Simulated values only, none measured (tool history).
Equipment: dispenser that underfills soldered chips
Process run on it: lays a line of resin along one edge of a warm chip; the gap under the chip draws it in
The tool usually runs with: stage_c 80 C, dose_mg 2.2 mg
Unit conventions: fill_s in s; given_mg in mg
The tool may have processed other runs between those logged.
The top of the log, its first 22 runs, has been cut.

| run | hour | stage_c | dose_mg | fill_s | given_mg |
|---|---|---|---|---|---|
| 23 | 157.3 | 93 | 2.4 | 38.9 | 2.372 |
|  | 161.9 | new syringe of resin |
| 24 | 163.9 | 88 | 2.11 | 32.5 | 2.069 |
| 25 | 170.7 | 88 | 2.11 | 44.6 | 2.075 |
| 26 | 176.8 | 88 | 2.11 | 56.4 | 2.065 |
|  | 178.7 | new syringe of resin |
| 27 | 183.8 | 88 | 2.11 | 37.5 | 2.06 |
| 28 | 191.1 | 80 | 2.51 | 74.1 | 2.447 |
|  | 195.3 | new syringe of resin |
| 29 | 200.7 | 80 | 2.51 | 55.1 | 2.436 |
| 30 | 206.7 | 80 | 2.51 | 72 | 2.421 |
|  | 211.4 | new syringe of resin |
| 31 | 211.9 | 95 | 2.26 | 21.5 | 2.18 |
|  | 216.5 | dispensing valve cleaned and set on the balance |
| 32 | 217.9 | 95 | 2.26 | 26.6 | 2.263 |
| 33 | 222.8 | 95 | 2.26 | 32.7 | 2.255 |
|  | 228.8 | new syringe of resin |
| 34 | 231.9 | 67 | 1.98 | 110 | 1.967 |
| 35 | 239 | 67 | 2.86 | 141.1 | 2.836 |

Predict each of these 3 candidate next runs independently; none follows another, all start after run 35:
|  | 245.3 | new syringe of resin |
| A | 245.7 | 81 | 2.86 | ? | ? |
|  | 245.3 | new syringe of resin |
| B | 245.7 | 80 | 2.07 | ? | ? |
|  | 245.3 | new syringe of resin |
| C | 245.7 | 82 | 2.31 | ? | ? |

| run | fill_s | given_mg |
|---|---|---|
| A | 43.6 | 2.833 |
| B | 46.5 | 2.044 |
| C | 41.8 | 2.286 |
Without the tool's hidden state the same runs would have given:
| run | fill_s | given_mg |
|---|---|---|
| A | 36.8 | 2.869 |
| B | 39.1 | 2.07 |
| C | 35.3 | 2.315 |
